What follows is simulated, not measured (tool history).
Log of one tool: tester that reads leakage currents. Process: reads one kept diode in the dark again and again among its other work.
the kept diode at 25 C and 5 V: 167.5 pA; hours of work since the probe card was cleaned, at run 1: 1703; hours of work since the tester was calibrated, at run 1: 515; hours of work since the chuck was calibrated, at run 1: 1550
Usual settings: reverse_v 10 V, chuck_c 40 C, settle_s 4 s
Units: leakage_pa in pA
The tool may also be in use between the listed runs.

run,hour,reverse_v,chuck_c,settle_s,hours of work since the probe card was cleaned,hours of work since the tester was calibrated,hours of work since the chuck was calibrated,leakage_pa
1,0,10,40,4,1703,515,1550,984.23
2,33.6,10,40,4,1718,531,1566,990.4
3,69.6,10,40,4,1734,547,1582,983.23
4,107.7,10,40,4,1752,564,1599,991.77
5,141.4,10,40,4,1767,580,1615,983.33
6,159,10,40,4,1775,588,1623,988.39
7,183.4,10,40,4,1786,599,1634,987.9
8,209.8,10,40,4,1798,611,1646,990.75
9,236.3,10,40,4,1810,623,1658,984.12
10,273.8,10,40,4,1827,640,1675,983.44
11,300.3,10,40,4,1840,652,1687,986.84
12,331.7,1.9,58,0.83,1854,667,1702,1665.68
13,354.6,13.5,40,4,1864,677,1712,1173.23
14,377.4,13.5,40,4,1875,688,1722,1171.35
15,409.1,1.3,33,1.01,1889,702,1737,162.21
16,437.2,10,47,0.36,1902,715,1750,1797.56
17,470.3,1.2,40,4,1917,730,1765,288.96
# hour 499.1: probe card cleaned and baked
18,514.3,9.7,33,0.88,7,749,1784,524.5
19,540.1,9.1,54,8.69,19,760,1795,3006.49
20,579.4,4.2,54,3.47,37,778,1813,1907.91
21,596.9,4.2,21,1.7,45,786,1821,103.83
22,625.6,4.2,21,0.34,58,799,1834,105.35

The same runs without the tool's hidden state, with the same run-to-run variation:
The hidden state here: stray current of the dirty probe card, pA a volt; current scale over the true one, %; true chuck temperature over the reading, C; drift of the gauge itself on leakage_pa, %.
run,leakage_pa
1,983.13
2,989.27
3,982.1
4,990.62
5,982.18
6,987.23
7,986.73
8,989.57
9,982.94
10,982.25
11,985.64
12,1663.93
13,1171.78
14,1169.89
15,162
16,1795.44
17,288.6
18,523.83
19,3003.1
20,1905.75
21,103.69
22,105.2
